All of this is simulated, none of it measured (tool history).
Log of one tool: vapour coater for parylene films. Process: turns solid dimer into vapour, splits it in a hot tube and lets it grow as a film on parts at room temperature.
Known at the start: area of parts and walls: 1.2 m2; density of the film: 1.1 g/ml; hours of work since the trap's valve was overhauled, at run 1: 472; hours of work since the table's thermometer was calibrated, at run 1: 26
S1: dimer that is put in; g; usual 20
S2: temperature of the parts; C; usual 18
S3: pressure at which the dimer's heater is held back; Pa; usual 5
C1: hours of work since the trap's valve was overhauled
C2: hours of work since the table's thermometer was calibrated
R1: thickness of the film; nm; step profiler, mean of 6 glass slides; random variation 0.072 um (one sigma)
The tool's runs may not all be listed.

run   hour  S1  S2    S3   C1   C2     R1
  1      0  20  18     5  472   26   7840
  2   12.5  20  18     5  479   33   7770
  3   25.8  20  18     5  486   40   7770
  4   43.4  20  18     5  496   49   7720
  5   55.8  20  18     5  502   56   7760
  6   74.8  20  20     5  513   66   7260
  7   91.2  23  18     5  522   75   8890
  8  106.5  23  18  8.57  530   83   7970
  9    118  23  18  8.57  536   90   7840
 10    126  20  18  4.81  540   94   7700
 11  135.4  20  18  4.81  545   99   7890
 12  153.5  20  18  4.81  555  109   7690
 13  170.5  21  17  4.85  564  118   8360
 14  187.5  21  17  2.82  573  127   9320
 15  197.6  13  26  8.89  579  133   3290
 16  207.5  28  12  4.18  584  138  13560
 17  220.2  11  12  8.15  591  145   4550

The next listed run, before its measurement:
     235.5  -- trap's valve overhauled
 18   237  11  12  8.15   1  152   ?

Run 18 gave R1 5240 nm.
Without the tool's hidden state the same run would have given R1 5290 nm.
